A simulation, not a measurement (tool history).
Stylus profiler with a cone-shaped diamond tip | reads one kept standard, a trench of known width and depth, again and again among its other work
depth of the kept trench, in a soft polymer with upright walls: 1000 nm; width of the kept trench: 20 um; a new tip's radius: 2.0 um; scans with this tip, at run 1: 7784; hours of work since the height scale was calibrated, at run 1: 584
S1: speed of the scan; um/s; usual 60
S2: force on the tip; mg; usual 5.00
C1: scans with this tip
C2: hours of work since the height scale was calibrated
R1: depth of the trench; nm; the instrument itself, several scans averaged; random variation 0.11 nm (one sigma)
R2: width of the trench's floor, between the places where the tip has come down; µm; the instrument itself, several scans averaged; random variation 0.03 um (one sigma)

Run 1, hour 0.0: usual settings; C1 7784; C2 584. Result: R1 1013.54 nm, R2 14.00 µm.
Run 2, hour 12.7: usual settings; C1 7878; C2 591. Result: R1 1013.71 nm, R2 13.98 µm.
Run 3, hour 26.5: usual settings; C1 7980; C2 598. Result: R1 1013.56 nm, R2 13.99 µm.
Run 4, hour 39.0: usual settings but S2 6.06 mg; C1 8072; C2 605. Result: R1 1015.24 nm, R2 13.95 µm.
Run 5, hour 49.0: usual settings but S2 6.06 mg; C1 8146; C2 611. Result: R1 1015.18 nm, R2 13.96 µm.
Run 6, hour 63.7: usual settings but S2 6.06 mg; C1 8254; C2 619. Result: R1 1015.42 nm, R2 13.93 µm.
Run 7, hour 84.2: usual settings but S2 6.06 mg; C1 8406; C2 630. Result: R1 1015.48 nm, R2 13.85 µm.
Run 8, hour 97.5: usual settings but S2 6.06 mg; C1 8504; C2 638. Result: R1 1015.55 nm, R2 13.83 µm.
Run 9, hour 117.7: usual settings but S2 6.06 mg; C1 8653; C2 649. Result: R1 1015.46 nm, R2 13.88 µm.

Forecast run 10:
Run 10, hour 135.2: usual settings but S2 6.06 mg; C1 8782; C2 659. Result: R1 ?, R2 ?.

R1: 1015.18 nm
R2: 13.83 µm
Without the tool's hidden state the same run would have given R1 1013.77 nm, R2 16.47 µm.
